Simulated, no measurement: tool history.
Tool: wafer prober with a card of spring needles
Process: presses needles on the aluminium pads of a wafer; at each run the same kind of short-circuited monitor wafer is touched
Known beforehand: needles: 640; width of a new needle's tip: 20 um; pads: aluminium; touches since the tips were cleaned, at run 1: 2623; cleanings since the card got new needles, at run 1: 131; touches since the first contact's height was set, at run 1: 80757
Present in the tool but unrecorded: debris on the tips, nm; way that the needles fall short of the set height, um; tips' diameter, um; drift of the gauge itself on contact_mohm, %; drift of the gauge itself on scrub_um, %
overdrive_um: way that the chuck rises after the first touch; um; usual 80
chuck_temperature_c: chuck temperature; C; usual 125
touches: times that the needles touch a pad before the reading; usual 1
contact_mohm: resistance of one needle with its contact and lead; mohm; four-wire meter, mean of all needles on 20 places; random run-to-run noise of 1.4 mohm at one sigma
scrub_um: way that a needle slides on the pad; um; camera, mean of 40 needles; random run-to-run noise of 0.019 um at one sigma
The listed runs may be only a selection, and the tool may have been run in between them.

run,hour,overdrive_um,chuck_temperature_c,touches,touches since the tips were cleaned,cleanings since the card got new needles,touches since the first contact's height was set,contact_mohm,scrub_um
1,0.0,80,125,1,2623,131,80757,157,21.82
# hour 10.0: tips cleaned on abrasive film
# hour 27.1: tips cleaned on abrasive film
2,41.2,80,125,1,8224,133,104657,183,21.75
# hour 44.3: tips cleaned on abrasive film
# hour 60.5: tips cleaned on abrasive film
# hour 77.8: tips cleaned on abrasive film
# hour 93.8: tips cleaned on abrasive film
3,93.8,80,125,2,0,137,135080,128,21.70
# hour 110.7: tips cleaned on abrasive film
# hour 125.2: tips cleaned on abrasive film
4,125.2,80,125,2,0,139,153288,129,21.66
# hour 141.8: tips cleaned on abrasive film
# hour 156.1: tips cleaned on abrasive film
5,156.1,80,125,2,0,141,171213,130,21.63
# hour 172.7: tips cleaned on abrasive film
# hour 189.6: tips cleaned on abrasive film
# hour 189.9: height of the first contact set anew
# hour 205.1: tips cleaned on abrasive film
6,210.7,80,125,2,3288,144,12060,153,21.95
# hour 221.4: tips cleaned on abrasive film
# hour 238.9: tips cleaned on abrasive film
# hour 242.5: tips cleaned on abrasive film, once more
# hour 258.3: tips cleaned on abrasive film
7,258.3,80,125,1,0,148,39566,130,21.92
# hour 274.5: tips cleaned on abrasive film
# hour 291.4: tips cleaned on abrasive film
# hour 306.1: tips cleaned on abrasive film
8,306.1,80,125,1,0,151,67267,130,21.84
# hour 323.1: tips cleaned on abrasive film
# hour 339.1: tips cleaned on abrasive film
9,351.5,80,125,1,7233,153,93628,178,21.84
# hour 355.1: tips cleaned on abrasive film
# hour 372.2: tips cleaned on abrasive film
10,382.0,81,125,1,5675,155,111289,175,22.06
# hour 389.1: tips cleaned on abrasive film
# hour 406.2: tips cleaned on abrasive film
# hour 422.3: tips cleaned on abrasive film
11,429.2,81,125,1,4005,158,138660,173,21.99
# hour 439.8: tips cleaned on abrasive film
# hour 456.8: tips cleaned on abrasive film
12,462.9,80,61,1,3544,160,158213,168,21.68
# hour 473.6: tips cleaned on abrasive film
# hour 490.4: tips cleaned on abrasive film
13,495.4,80,61,1,2956,162,177052,166,21.66
# hour 505.1: tips cleaned on abrasive film
# hour 519.0: height of the first contact set anew
# hour 522.6: tips cleaned on abrasive film
14,536.5,80,125,2,8104,164,10161,163,21.94
# hour 540.2: tips cleaned on abrasive film
# hour 556.8: tips cleaned on abrasive film
15,562.8,80,125,2,3512,166,25363,154,21.96
# hour 572.7: tips cleaned on abrasive film
# hour 589.2: tips cleaned on abrasive film
16,591.1,85,64,2,1100,168,41752,132,23.24
# hour 604.3: tips cleaned on abrasive film
# hour 621.3: tips cleaned on abrasive film
17,634.5,76,51,2,7694,170,66954,162,20.78
# hour 638.2: tips cleaned on abrasive film
# hour 655.1: tips cleaned on abrasive film
# hour 669.3: tips cleaned on abrasive film
# hour 685.4: tips cleaned on abrasive film
18,687.6,78,51,1,1291,174,97667,145,21.20
# hour 701.5: tips cleaned on abrasive film
19,713.0,70,50,1,6710,175,112444,200,19.00
# hour 716.6: tips cleaned on abrasive film
# hour 733.4: tips cleaned on abrasive film
# hour 747.6: tips cleaned on abrasive film
20,758.1,93,54,1,6130,178,138556,165,25.28
# hour 765.2: tips cleaned on abrasive film
# hour 782.7: tips cleaned on abrasive film
# hour 798.8: tips cleaned on abrasive film
21,805.3,62,54,2,3783,181,165902,166,16.72
# hour 816.0: tips cleaned on abrasive film
# hour 833.4: tips cleaned on abrasive film
22,846.5,80,125,1,7623,183,189803,186,21.60
# hour 849.4: tips cleaned on abrasive film
# hour 849.7: height of the first contact set anew
# hour 867.1: tips cleaned on abrasive film
# hour 881.3: tips cleaned on abrasive film
# hour 898.8: tips cleaned on abrasive film
23,903.2,68,33,1,2564,187,31001,175,18.64
# hour 916.4: tips cleaned on abrasive film
# hour 933.1: tips cleaned on abrasive film
24,943.1,68,33,1,5794,189,54142,203,18.61
# hour 949.2: tips cleaned on abrasive film
# hour 964.9: tips cleaned on abrasive film
# hour 979.4: tips cleaned on abrasive film
25,979.4,73,125,1,0,192,75128,132,19.92
# hour 995.9: tips cleaned on abrasive film
26,1004.5,73,125,1,5001,193,89715,196,19.90
# hour 1011.6: tips cleaned on abrasive film
# hour 1028.6: tips cleaned on abrasive film
27,1039.8,61,125,2,6530,195,110171,184,16.57
# hour 1043.4: tips cleaned on abrasive film
# hour 1059.2: tips cleaned on abrasive film
# hour 1076.5: tips cleaned on abrasive film
# hour 1093.5: tips cleaned on abrasive film
28,1098.4,63,26,1,2876,199,144165,203,17.06

How would selected steps in contact_mohm from run to run divide? Give the signed amount a tool lacking its hidden state would still show from settings, what came in and random variation, and the signed amount left for the hidden state, including any gauge scatter that is not in both of the compared results.
Run 24 -> 25: overdrive_um 68 -> 73, chuck_temperature_c 33 -> 125, tips cleaned on abrasive film, tips cleaned on abrasive film, tips cleaned on abrasive film. contact_mohm -71 mohm: hidden state -84, all else +13.
Run 25 -> 26: tips cleaned on abrasive film. contact_mohm +64 mohm: hidden state +63, all else +1.

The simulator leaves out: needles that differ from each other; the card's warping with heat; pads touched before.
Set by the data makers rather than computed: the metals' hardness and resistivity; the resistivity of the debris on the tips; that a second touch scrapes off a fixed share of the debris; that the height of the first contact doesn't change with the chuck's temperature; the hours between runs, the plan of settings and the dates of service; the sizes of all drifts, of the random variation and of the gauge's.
